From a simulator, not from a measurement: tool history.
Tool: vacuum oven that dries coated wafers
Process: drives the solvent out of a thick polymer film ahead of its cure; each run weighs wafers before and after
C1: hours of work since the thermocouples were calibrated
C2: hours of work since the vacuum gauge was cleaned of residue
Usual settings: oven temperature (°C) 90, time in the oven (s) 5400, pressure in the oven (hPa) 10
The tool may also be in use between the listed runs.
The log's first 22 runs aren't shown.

run 23 hour=955 | oven_temperature_(°C)=90 time_in_the_oven_(s)=5400 pressure_in_the_oven_(hPa)=10 | C1=1154 C2=1099 | solvent_left_in_the_film_(%)=2.86
run 24 hour=1014.8 | oven_temperature_(°C)=90 time_in_the_oven_(s)=6780 pressure_in_the_oven_(hPa)=23.9 | C1=1192 C2=1137 | solvent_left_in_the_film_(%)=2.73
run 25 hour=1054 | oven_temperature_(°C)=90 time_in_the_oven_(s)=6780 pressure_in_the_oven_(hPa)=23.9 | C1=1217 C2=1162 | solvent_left_in_the_film_(%)=2.77
run 26 hour=1109.7 | oven_temperature_(°C)=77 time_in_the_oven_(s)=4020 pressure_in_the_oven_(hPa)=23.9 | C1=1252 C2=1197 | solvent_left_in_the_film_(%)=8.36
run 27 hour=1166.2 | oven_temperature_(°C)=77 time_in_the_oven_(s)=3900 pressure_in_the_oven_(hPa)=6.6 | C1=1289 C2=1234 | solvent_left_in_the_film_(%)=7.74
run 28 hour=1211.1 | oven_temperature_(°C)=90 time_in_the_oven_(s)=5400 pressure_in_the_oven_(hPa)=7.6 | C1=1317 C2=1262 | solvent_left_in_the_film_(%)=2.76
run 29 hour=1269.9 | oven_temperature_(°C)=90 time_in_the_oven_(s)=5400 pressure_in_the_oven_(hPa)=7.6 | C1=1355 C2=1300 | solvent_left_in_the_film_(%)=2.76
run 30 hour=1317 | oven_temperature_(°C)=90 time_in_the_oven_(s)=5400 pressure_in_the_oven_(hPa)=7.6 | C1=1385 C2=1330 | solvent_left_in_the_film_(%)=2.8
-- hour=1366.1 oven's thermocouples calibrated
run 31 hour=1366.1 | oven_temperature_(°C)=100 time_in_the_oven_(s)=5760 pressure_in_the_oven_(hPa)=11.6 | C1=0 C2=1360 | solvent_left_in_the_film_(%)=0.82
run 32 hour=1416.6 | oven_temperature_(°C)=90 time_in_the_oven_(s)=3180 pressure_in_the_oven_(hPa)=6 | C1=32 C2=1392 | solvent_left_in_the_film_(%)=4.85
run 33 hour=1444.7 | oven_temperature_(°C)=90 time_in_the_oven_(s)=4620 pressure_in_the_oven_(hPa)=6.3 | C1=50 C2=1410 | solvent_left_in_the_film_(%)=3.3
run 34 hour=1483.6 | oven_temperature_(°C)=80 time_in_the_oven_(s)=5400 pressure_in_the_oven_(hPa)=10 | C1=75 C2=1435 | solvent_left_in_the_film_(%)=6.07
run 35 hour=1537.9 | oven_temperature_(°C)=100 time_in_the_oven_(s)=5400 pressure_in_the_oven_(hPa)=37.3 | C1=110 C2=1470 | solvent_left_in_the_film_(%)=1.8
run 36 hour=1567.8 | oven_temperature_(°C)=100 time_in_the_oven_(s)=5400 pressure_in_the_oven_(hPa)=37.3 | C1=129 C2=1489 | solvent_left_in_the_film_(%)=1.82
run 37 hour=1605.9 | oven_temperature_(°C)=92 time_in_the_oven_(s)=3300 pressure_in_the_oven_(hPa)=9.7 | C1=153 C2=1513 | solvent_left_in_the_film_(%)=4.18
run 38 hour=1645.1 | oven_temperature_(°C)=92 time_in_the_oven_(s)=2820 pressure_in_the_oven_(hPa)=9.7 | C1=178 C2=1538 | solvent_left_in_the_film_(%)=4.76
run 39 hour=1704.3 | oven_temperature_(°C)=78 time_in_the_oven_(s)=3960 pressure_in_the_oven_(hPa)=9.7 | C1=216 C2=1576 | solvent_left_in_the_film_(%)=7.61
run 40 hour=1736.3 | oven_temperature_(°C)=78 time_in_the_oven_(s)=5520 pressure_in_the_oven_(hPa)=10 | C1=236 C2=1596 | solvent_left_in_the_film_(%)=6.55
run 41 hour=1764.6 | oven_temperature_(°C)=78 time_in_the_oven_(s)=5520 pressure_in_the_oven_(hPa)=10 | C1=255 C2=1614 | solvent_left_in_the_film_(%)=6.54
run 42 hour=1818.4 | oven_temperature_(°C)=78 time_in_the_oven_(s)=5520 pressure_in_the_oven_(hPa)=32.4 | C1=289 C2=1649 | solvent_left_in_the_film_(%)=7.59
run 43 hour=1848.9 | oven_temperature_(°C)=90 time_in_the_oven_(s)=3660 pressure_in_the_oven_(hPa)=10 | C1=308 C2=1668 | solvent_left_in_the_film_(%)=4.36
run 44 hour=1892.4 | oven_temperature_(°C)=90 time_in_the_oven_(s)=3660 pressure_in_the_oven_(hPa)=10 | C1=336 C2=1696 | solvent_left_in_the_film_(%)=4.44
run 45 hour=1928.7 | oven_temperature_(°C)=104 time_in_the_oven_(s)=7380 pressure_in_the_oven_(hPa)=16.9 | C1=359 C2=1719 | solvent_left_in_the_film_(%)=0.58

5 ways to go on from here, each from the tool as it stands after run 45. What would each give?
run A hour=1991.6 | oven_temperature_(°C)=101 time_in_the_oven_(s)=5400 pressure_in_the_oven_(hPa)=10 | C1=400 C2=1760 | solvent_left_in_the_film_(%)=?
run B hour=1991.6 | oven_temperature_(°C)=94 time_in_the_oven_(s)=5820 pressure_in_the_oven_(hPa)=6 | C1=400 C2=1760 | solvent_left_in_the_film_(%)=?
run C hour=1991.6 | oven_temperature_(°C)=104 time_in_the_oven_(s)=7380 pressure_in_the_oven_(hPa)=10.3 | C1=400 C2=1760 | solvent_left_in_the_film_(%)=?
run D hour=1991.6 | oven_temperature_(°C)=103 time_in_the_oven_(s)=7380 pressure_in_the_oven_(hPa)=10.3 | C1=400 C2=1760 | solvent_left_in_the_film_(%)=?
run E hour=1991.6 | oven_temperature_(°C)=90 time_in_the_oven_(s)=8880 pressure_in_the_oven_(hPa)=10 | C1=400 C2=1760 | solvent_left_in_the_film_(%)=?

run=A solvent_left_in_the_film_(%)=0.73
run=B solvent_left_in_the_film_(%)=1.51
run=C solvent_left_in_the_film_(%)=0.34
run=D solvent_left_in_the_film_(%)=0.44
run=E solvent_left_in_the_film_(%)=1.41
Without the tool's hidden state the same runs would have given:
run=A solvent_left_in_the_film_(%)=0.72
run=B solvent_left_in_the_film_(%)=1.5
run=C solvent_left_in_the_film_(%)=0.33
run=D solvent_left_in_the_film_(%)=0.43
run=E solvent_left_in_the_film_(%)=1.39

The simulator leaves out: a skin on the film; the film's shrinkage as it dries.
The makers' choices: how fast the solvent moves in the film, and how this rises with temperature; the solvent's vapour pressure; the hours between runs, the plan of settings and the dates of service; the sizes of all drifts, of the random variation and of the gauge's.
